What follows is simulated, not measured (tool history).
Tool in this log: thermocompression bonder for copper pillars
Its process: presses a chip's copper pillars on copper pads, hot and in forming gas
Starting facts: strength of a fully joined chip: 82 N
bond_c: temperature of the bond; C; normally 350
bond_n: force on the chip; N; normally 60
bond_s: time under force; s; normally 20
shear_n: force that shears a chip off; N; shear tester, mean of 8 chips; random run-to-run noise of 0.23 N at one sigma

run   hour  bond_c  bond_n  bond_s  shear_n
  1    0.0     350      60      20     34.5
  2   17.6     378      60      20     43.9
      20.0  -- forming gas filter changed
  3   34.5     350      80      20     44.1
  4   50.4     350      80      20     43.6
  5   78.3     350      80      20     43.3
  6   97.8     350      80      20     42.4
  7  124.2     350      60      20     36.2
  8  152.9     350      60      20     35.5
  9  167.9     350      60      20     35.5
 10  193.3     350      60      20     34.7
 11  209.9     350      60      20     34.4
     232.6  -- forming gas filter changed
 12  233.5     350      60      42     48.6
 13  256.8     350      60      42     48.1
 14  277.3     334      60      42     41.0
 15  292.7     350      60      17     34.8
 16  308.9     350      60      20     36.9
 17  337.6     350      73      20     40.5
 18  353.8     350      73      20     39.7
 19  370.9     350      73      20     39.3
 20  395.1     350      51      20     32.1
 21  413.0     350      67      16     34.5
 22  428.6     374      45      25     40.2
     445.6  -- forming gas filter changed
 23  452.4     361      52      20     39.2
 24  475.2     371      44      37     47.5
 25  493.3     364      52      21     39.7
 26  516.7     350      60      12     30.7
     520.4  -- heater calibrated with a thermocouple chip
 27  531.3     377      60      34     54.8
 28  560.7     377      39      34     44.6
 29  584.9     377      81      19     51.7
 30  603.2     377      81      19     51.4
 31  616.7     355      79      20     43.0
 32  640.3     350      60      23     37.3
     652.2  -- heater calibrated with a thermocouple chip, once more
     660.7  -- forming gas filter changed
 33  662.9     350      44      42     40.0
 34  684.1     350      60      18     34.0
 35  703.9     350      60      18     34.0
 36  716.7     350      61      28     40.8
 37  729.7     325      55      11     19.2
 38  741.7     325      55      11     19.2
 39  755.8     376      49      20     40.1
 40  784.0     376      49      20     39.6

What if the next run were any one of these 4? Each begins from the tool's condition after run 40:
  A  811.4     328      67      33        ?
  B  811.4     353      83      39        ?
  C  811.4     360      60      21        ?
  D  811.4     350      60      38        ?

run  shear_n
  A     34.8
  B     51.5
  C     38.3
  D     42.6
Take away the tool's hidden state, keep each run's random variation, and the runs would have read:
run  shear_n
  A     37.6
  B     55.6
  C     41.5
  D     46.1
